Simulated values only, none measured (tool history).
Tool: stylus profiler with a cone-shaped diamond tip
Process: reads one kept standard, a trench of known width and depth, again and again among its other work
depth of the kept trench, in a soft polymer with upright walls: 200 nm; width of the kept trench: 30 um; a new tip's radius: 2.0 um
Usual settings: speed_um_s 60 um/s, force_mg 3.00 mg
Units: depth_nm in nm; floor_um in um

Run 1, hour 0.0: usual settings. Result: depth_nm 204.26 nm, floor_um 26.73 um.
Run 2, hour 68.8: usual settings. Result: depth_nm 204.27 nm, floor_um 26.64 um.
Run 3, hour 103.1: usual settings. Result: depth_nm 204.19 nm, floor_um 26.67 um.
Run 4, hour 143.2: usual settings. Result: depth_nm 204.39 nm, floor_um 26.61 um.
Run 5, hour 208.8: usual settings but speed_um_s 25 um/s. Result: depth_nm 204.29 nm, floor_um 26.75 um.
Run 6, hour 266.4: usual settings but speed_um_s 25 um/s. Result: depth_nm 204.35 nm, floor_um 26.70 um.
Run 7, hour 324.2: usual settings. Result: depth_nm 204.39 nm, floor_um 26.50 um.
At hour 337.6: new tip fitted, height scale calibrated.
Run 8, hour 372.6: usual settings. Result: depth_nm 203.75 nm, floor_um 27.87 um.
Run 9, hour 425.0: usual settings but speed_um_s 34 um/s. Result: depth_nm 203.74 nm, floor_um 27.96 um.
Run 10, hour 466.8: usual settings but speed_um_s 34 um/s. Result: depth_nm 203.65 nm, floor_um 27.85 um.
Run 11, hour 503.6: usual settings but speed_um_s 34 um/s. Result: depth_nm 203.78 nm, floor_um 27.88 um.
Run 12, hour 544.0: usual settings but speed_um_s 34 um/s. Result: depth_nm 203.82 nm, floor_um 27.86 um.
Run 13, hour 573.1: usual settings but speed_um_s 34 um/s. Result: depth_nm 203.82 nm, floor_um 27.81 um.
At hour 579.4: height scale calibrated on a step standard.
Run 14, hour 625.2: usual settings but force_mg 2.53 mg. Result: depth_nm 203.42 nm, floor_um 27.57 um.
Run 15, hour 690.7: usual settings but force_mg 4.09 mg. Result: depth_nm 204.80 nm, floor_um 27.57 um.
Run 16, hour 718.7: usual settings but force_mg 8.50 mg. Result: depth_nm 207.62 nm, floor_um 27.61 um.
At hour 747.0: height scale calibrated on a step standard, once more.
Run 17, hour 763.9: usual settings but force_mg 8.50 mg. Result: depth_nm 207.20 nm, floor_um 27.62 um.
Run 18, hour 806.6: usual settings but force_mg 8.50 mg. Result: depth_nm 207.32 nm, floor_um 27.47 um.
Run 19, hour 834.4: usual settings but force_mg 8.50 mg. Result: depth_nm 207.25 nm, floor_um 27.51 um.
Run 20, hour 872.0: usual settings. Result: depth_nm 203.70 nm, floor_um 27.36 um.
Run 21, hour 933.4: usual settings. Result: depth_nm 203.72 nm, floor_um 27.37 um.
Run 22, hour 997.3: usual settings. Result: depth_nm 203.61 nm, floor_um 27.22 um.
Run 23, hour 1048.0: usual settings. Result: depth_nm 203.74 nm, floor_um 27.19 um.
Run 24, hour 1096.1: usual settings but speed_um_s 33 um/s, force_mg 2.02 mg. Result: depth_nm 202.87 nm, floor_um 27.25 um.
Run 25, hour 1138.9: usual settings but speed_um_s 33 um/s, force_mg 2.02 mg. Result: depth_nm 202.89 nm, floor_um 27.19 um.
Run 26, hour 1180.6: usual settings but speed_um_s 33 um/s, force_mg 2.02 mg. Result: depth_nm 202.91 nm, floor_um 27.15 um.
Run 27, hour 1212.9: usual settings but speed_um_s 139 um/s, force_mg 4.16 mg. Result: depth_nm 204.75 nm, floor_um 26.82 um.
Run 28, hour 1267.8: usual settings but speed_um_s 19 um/s, force_mg 4.53 mg. Result: depth_nm 204.98 nm, floor_um 27.20 um.
Run 29, hour 1316.1: usual settings but speed_um_s 86 um/s, force_mg 7.76 mg. Result: depth_nm 207.19 nm, floor_um 26.98 um.
Run 30, hour 1345.1: usual settings but speed_um_s 16 um/s, force_mg 5.60 mg. Result: depth_nm 205.72 nm, floor_um 27.15 um.
Run 31, hour 1396.9: usual settings but speed_um_s 16 um/s, force_mg 5.60 mg. Result: depth_nm 205.77 nm, floor_um 27.13 um.
Run 32, hour 1438.4: usual settings but speed_um_s 16 um/s, force_mg 1.40 mg. Result: depth_nm 202.46 nm, floor_um 27.00 um.
Run 33, hour 1483.2: usual settings but speed_um_s 16 um/s, force_mg 1.40 mg. Result: depth_nm 202.47 nm, floor_um 26.97 um.
Run 34, hour 1531.0: usual settings but speed_um_s 52 um/s, force_mg 3.27 mg. Result: depth_nm 204.08 nm, floor_um 26.78 um.
Run 35, hour 1587.8: usual settings but speed_um_s 16 um/s, force_mg 3.73 mg. Result: depth_nm 204.56 nm, floor_um 26.94 um.
Run 36, hour 1635.9: usual settings but speed_um_s 30 um/s, force_mg 5.46 mg. Result: depth_nm 205.76 nm, floor_um 26.81 um.
Run 37, hour 1671.7: usual settings but speed_um_s 30 um/s, force_mg 5.46 mg. Result: depth_nm 205.79 nm, floor_um 26.82 um.
Run 38, hour 1713.2: usual settings but speed_um_s 30 um/s, force_mg 5.46 mg. Result: depth_nm 205.78 nm, floor_um 26.82 um.
Run 39, hour 1746.9: usual settings but speed_um_s 56 um/s, force_mg 2.31 mg. Result: depth_nm 203.56 nm, floor_um 26.56 um.
Run 40, hour 1784.3: usual settings but speed_um_s 56 um/s, force_mg 2.31 mg. Result: depth_nm 203.52 nm, floor_um 26.57 um.
Run 41, hour 1850.0: usual settings but speed_um_s 69 um/s, force_mg 4.03 mg. Result: depth_nm 205.02 nm, floor_um 26.52 um.
Run 42, hour 1904.5: usual settings but speed_um_s 69 um/s, force_mg 4.03 mg. Result: depth_nm 204.86 nm, floor_um 26.46 um.
Run 43, hour 1943.7: usual settings but speed_um_s 54 um/s, force_mg 4.84 mg. Result: depth_nm 205.55 nm, floor_um 26.59 um.
Run 44, hour 1997.5: usual settings but speed_um_s 33 um/s, force_mg 5.46 mg. Result: depth_nm 205.94 nm, floor_um 26.63 um.
At hour 2028.6: new tip fitted, height scale calibrated.
Run 45, hour 2055.9: usual settings but speed_um_s 101 um/s, force_mg 7.08 mg. Result: depth_nm 206.56 nm, floor_um 27.88 um.

Some steps in depth_nm between neighbouring runs. How much of each would the tool show without its hidden state too (settings, what came in, random variation), and how much is left for the hidden state, with any gauge scatter that isn't in both results?
The hidden state here: radius of the tip, um; height scale over the true one, %; drift of the gauge itself on depth_nm, %; drift of the gauge itself on floor_um, %.
Run 7 -> 8: new tip fitted, height scale calibrated. depth_nm -0.64 nm: hidden state -0.65, all else +0.01.
Run 15 -> 16: force_mg 4.09 -> 8.50. depth_nm +2.82 nm: hidden state +0.02, all else +2.80.
Run 16 -> 17: height scale calibrated on a step standard, once more. depth_nm -0.42 nm: hidden state -0.39, all else -0.03.
Run 19 -> 20: force_mg 8.50 -> 3.00. depth_nm -3.55 nm: hidden state +0.01, all else -3.56.
Run 31 -> 32: force_mg 5.60 -> 1.40. depth_nm -3.31 nm: hidden state +0.02, all else -3.33.
Run 44 -> 45: speed_um_s 33 -> 101, force_mg 5.46 -> 7.08, new tip fitted, height scale calibrated. depth_nm +0.62 nm: hidden state -0.44, all else +1.06.

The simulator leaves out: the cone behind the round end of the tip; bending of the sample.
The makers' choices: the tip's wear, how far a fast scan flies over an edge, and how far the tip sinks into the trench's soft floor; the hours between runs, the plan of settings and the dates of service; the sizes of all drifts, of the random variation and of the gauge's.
